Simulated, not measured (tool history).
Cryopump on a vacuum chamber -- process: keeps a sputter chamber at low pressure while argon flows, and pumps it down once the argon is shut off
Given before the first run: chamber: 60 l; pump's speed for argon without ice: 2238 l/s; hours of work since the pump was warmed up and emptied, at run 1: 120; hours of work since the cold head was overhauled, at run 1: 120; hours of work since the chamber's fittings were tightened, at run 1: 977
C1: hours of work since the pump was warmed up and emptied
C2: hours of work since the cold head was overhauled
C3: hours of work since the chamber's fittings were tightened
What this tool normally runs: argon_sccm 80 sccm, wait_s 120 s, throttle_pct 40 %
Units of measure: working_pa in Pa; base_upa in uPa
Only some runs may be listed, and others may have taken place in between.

run 1 hour=0.0 | argon_sccm=80 wait_s=120 throttle_pct=40 | C1=120 C2=120 C3=977 | working_pa=0.1544 base_upa=1.05
run 2 hour=30.3 | argon_sccm=80 wait_s=120 throttle_pct=40 | C1=144 C2=144 C3=1001 | working_pa=0.1531 base_upa=1.06
run 3 hour=50.3 | argon_sccm=34 wait_s=120 throttle_pct=40 | C1=159 C2=159 C3=1017 | working_pa=0.0667 base_upa=1.06
run 4 hour=73.0 | argon_sccm=80 wait_s=120 throttle_pct=40 | C1=177 C2=177 C3=1035 | working_pa=0.1549 base_upa=1.12
run 5 hour=103.6 | argon_sccm=80 wait_s=120 throttle_pct=40 | C1=201 C2=201 C3=1059 | working_pa=0.1541 base_upa=1.11
run 6 hour=136.0 | argon_sccm=80 wait_s=120 throttle_pct=40 | C1=227 C2=227 C3=1084 | working_pa=0.1554 base_upa=1.17
run 7 hour=154.6 | argon_sccm=80 wait_s=120 throttle_pct=40 | C1=241 C2=241 C3=1099 | working_pa=0.1562 base_upa=1.14
run 8 hour=169.0 | argon_sccm=80 wait_s=120 throttle_pct=40 | C1=253 C2=253 C3=1110 | working_pa=0.1558 base_upa=1.13
run 9 hour=197.0 | argon_sccm=80 wait_s=120 throttle_pct=40 | C1=275 C2=275 C3=1132 | working_pa=0.1575 base_upa=1.17
run 10 hour=228.4 | argon_sccm=96 wait_s=120 throttle_pct=40 | C1=299 C2=299 C3=1157 | working_pa=0.1899 base_upa=1.17
run 11 hour=255.9 | argon_sccm=96 wait_s=120 throttle_pct=40 | C1=321 C2=321 C3=1178 | working_pa=0.1894 base_upa=1.22
run 12 hour=287.5 | argon_sccm=90 wait_s=157 throttle_pct=17 | C1=346 C2=346 C3=1203 | working_pa=0.4072 base_upa=1.07
run 13 hour=302.8 | argon_sccm=38 wait_s=157 throttle_pct=45 | C1=358 C2=358 C3=1215 | working_pa=0.0675 base_upa=1.11
run 14 hour=321.6 | argon_sccm=38 wait_s=157 throttle_pct=45 | C1=372 C2=372 C3=1230 | working_pa=0.0666 base_upa=1.10
run 15 hour=342.7 | argon_sccm=80 wait_s=176 throttle_pct=50 | C1=389 C2=389 C3=1246 | working_pa=0.1268 base_upa=1.06
run 16 hour=364.0 | argon_sccm=134 wait_s=219 throttle_pct=50 | C1=406 C2=406 C3=1263 | working_pa=0.2151 base_upa=0.99
run 17 hour=393.6 | argon_sccm=134 wait_s=219 throttle_pct=50 | C1=429 C2=429 C3=1286 | working_pa=0.2158 base_upa=1.05
run 18 hour=414.7 | argon_sccm=134 wait_s=219 throttle_pct=50 | C1=446 C2=446 C3=1303 | working_pa=0.2172 base_upa=1.07
run 19 hour=436.7 | argon_sccm=50 wait_s=31 throttle_pct=40 | C1=463 C2=463 C3=1320 | working_pa=0.1013 base_upa=2.78
run 20 hour=469.2 | argon_sccm=94 wait_s=120 throttle_pct=40 | C1=488 C2=488 C3=1346 | working_pa=0.1872 base_upa=1.36
run 21 hour=487.0 | argon_sccm=68 wait_s=41 throttle_pct=44 | C1=502 C2=502 C3=1360 | working_pa=0.1251 base_upa=2.26

Here are 5 independent what-if runs from the current tool condition. What would each one return?
run A hour=512.4 | argon_sccm=80 wait_s=52 throttle_pct=40 | C1=522 C2=522 C3=1380 | working_pa=? base_upa=?
run B hour=512.4 | argon_sccm=70 wait_s=57 throttle_pct=40 | C1=522 C2=522 C3=1380 | working_pa=? base_upa=?
run C hour=512.4 | argon_sccm=68 wait_s=25 throttle_pct=29 | C1=522 C2=522 C3=1380 | working_pa=? base_upa=?
run D hour=512.4 | argon_sccm=52 wait_s=104 throttle_pct=18 | C1=522 C2=522 C3=1380 | working_pa=? base_upa=?
run E hour=512.4 | argon_sccm=80 wait_s=205 throttle_pct=35 | C1=522 C2=522 C3=1380 | working_pa=? base_upa=?

run=A working_pa=0.1625 base_upa=2.02
run=B working_pa=0.1408 base_upa=1.86
run=C working_pa=0.1857 base_upa=3.26
run=D working_pa=0.2239 base_upa=1.43
run=E working_pa=0.1830 base_upa=1.09
The same runs, with their run-to-run variation unchanged, on a tool lacking any hidden condition would have given:
run=A working_pa=0.1521 base_upa=1.30
run=B working_pa=0.1318 base_upa=1.16
run=C working_pa=0.1769 base_upa=2.56
run=D working_pa=0.2172 base_upa=0.72
run=E working_pa=0.1727 base_upa=0.40

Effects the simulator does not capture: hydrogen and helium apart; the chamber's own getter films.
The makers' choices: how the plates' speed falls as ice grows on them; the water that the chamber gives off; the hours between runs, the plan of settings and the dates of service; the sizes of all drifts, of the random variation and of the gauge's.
